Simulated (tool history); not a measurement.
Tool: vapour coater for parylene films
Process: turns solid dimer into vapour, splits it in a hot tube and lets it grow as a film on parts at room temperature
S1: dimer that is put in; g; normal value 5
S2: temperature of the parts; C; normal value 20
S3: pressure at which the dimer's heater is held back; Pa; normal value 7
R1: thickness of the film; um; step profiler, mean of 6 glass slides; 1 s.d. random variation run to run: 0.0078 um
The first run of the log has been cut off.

run	hour	S1	S2	S3	R1
2	22.6	5	18	7	0.714
3	47.8	5	20	2.86	0.806
4	62.9	5	20	9.1	0.642
5	75.5	5	20	9.1	0.621
6	99.7	5	20	9.1	0.634
7	116.9	5	20	9.1	0.623
8	130	5	20	9.1	0.607
9	158	5	13	9.1	0.773
10	177.9	5	20	7.64	0.631
11	195.8	5	20	7.64	0.632
12	223	5	20	7.64	0.63
13	246.5	9	20	7.64	1.128
14	271.6	9	20	7.64	1.102
15	300	9	20	7.64	1.101
16	316.1	5	20	7	0.632
17	340.4	5	20	7	0.623
18	359.9	6	20	7	0.75
19	371.4	5	20	7	0.621
20	392.7	5	20	7	0.62
# hour 409: trap's valve overhauled
21	413.3	5	20	7	0.712
22	428.6	5	13	7	0.864
23	452.6	5	13	7	0.877
24	464.7	2	13	7	0.36
25	488.9	2	13	7	0.348

Run 26 has not been measured yet. What should we expect?
26	516.8	2	13	7	?

{"run 26": {"R1": 0.344}}
On a tool with no hidden condition, and with the same random variation, this run would have come out at R1 0.35 um.

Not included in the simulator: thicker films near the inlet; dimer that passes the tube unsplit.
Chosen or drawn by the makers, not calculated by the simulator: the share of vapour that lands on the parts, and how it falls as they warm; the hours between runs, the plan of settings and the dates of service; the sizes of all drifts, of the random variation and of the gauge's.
